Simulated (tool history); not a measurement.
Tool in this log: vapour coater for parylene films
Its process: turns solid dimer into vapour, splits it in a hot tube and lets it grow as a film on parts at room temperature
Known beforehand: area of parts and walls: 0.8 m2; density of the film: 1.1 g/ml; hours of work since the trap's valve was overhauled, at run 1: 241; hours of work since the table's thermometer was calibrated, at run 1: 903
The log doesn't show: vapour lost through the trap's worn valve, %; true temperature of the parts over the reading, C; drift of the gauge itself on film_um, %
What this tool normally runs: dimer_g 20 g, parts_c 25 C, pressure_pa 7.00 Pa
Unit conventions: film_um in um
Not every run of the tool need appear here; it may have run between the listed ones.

run,hour,dimer_g,parts_c,pressure_pa,hours of work since the trap's valve was overhauled,hours of work since the table's thermometer was calibrated,film_um
1,0.0,20,25,7.00,241,903,15.54
2,51.7,24,25,7.00,263,925,18.73
3,98.3,20,34,7.00,283,944,13.55
4,141.3,11,34,7.00,301,963,7.52
5,199.0,11,34,7.00,325,987,7.51
6,267.2,20,25,7.00,354,1016,15.76
7,328.6,20,25,7.00,380,1042,15.66
8,369.7,20,25,7.00,398,1060,15.54
# hour 425.4: trap's valve overhauled
9,450.7,20,25,7.00,11,1092,15.63
10,527.1,34,25,7.00,43,1125,27.03
11,569.4,20,25,7.00,61,1143,15.60
12,636.1,20,22,7.00,89,1171,16.70
13,707.5,20,22,7.00,120,1201,16.69
14,753.9,20,22,7.00,139,1221,16.70
15,831.4,20,30,7.00,172,1254,14.79
16,902.7,20,30,7.00,203,1284,14.59
17,967.2,20,30,7.00,230,1311,14.54
18,1044.4,10,18,4.25,263,1344,9.06
19,1081.5,16,29,3.83,278,1360,12.07
20,1139.5,16,29,3.83,303,1385,11.99
21,1177.4,16,29,3.83,319,1401,12.38
22,1246.6,32,28,7.00,348,1430,23.71
23,1282.5,12,25,7.00,364,1445,9.34
24,1351.0,12,20,7.00,393,1474,10.22
# hour 1416.6: trap's valve overhauled
25,1422.9,11,20,5.83,3,1503,9.49
26,1490.9,22,20,2.50,32,1532,19.81
27,1570.9,22,20,4.03,65,1566,19.57
28,1653.5,18,20,8.22,100,1601,15.31
29,1728.0,18,20,8.22,132,1632,15.30
30,1799.4,15,37,4.94,162,1663,9.76

Subtracting, for every run, the result it would have given without the tool's unlogged condition from the measured result gives the following. The same run-to-run variation enters both numbers; the gauge's scatter may not:
run,film_um
1,-0.06
2,-0.07
3,-0.05
4,-0.03
5,-0.03
6,-0.08
7,-0.08
8,-0.09
9,-0.01
10,-0.03
11,-0.02
12,-0.03
13,-0.04
14,-0.04
15,-0.04
16,-0.05
17,-0.05
18,-0.04
19,-0.06
20,-0.06
21,-0.06
22,-0.13
23,-0.05
24,-0.06
25,-0.01
26,-0.02
27,-0.03
28,-0.03
29,-0.04
30,-0.03
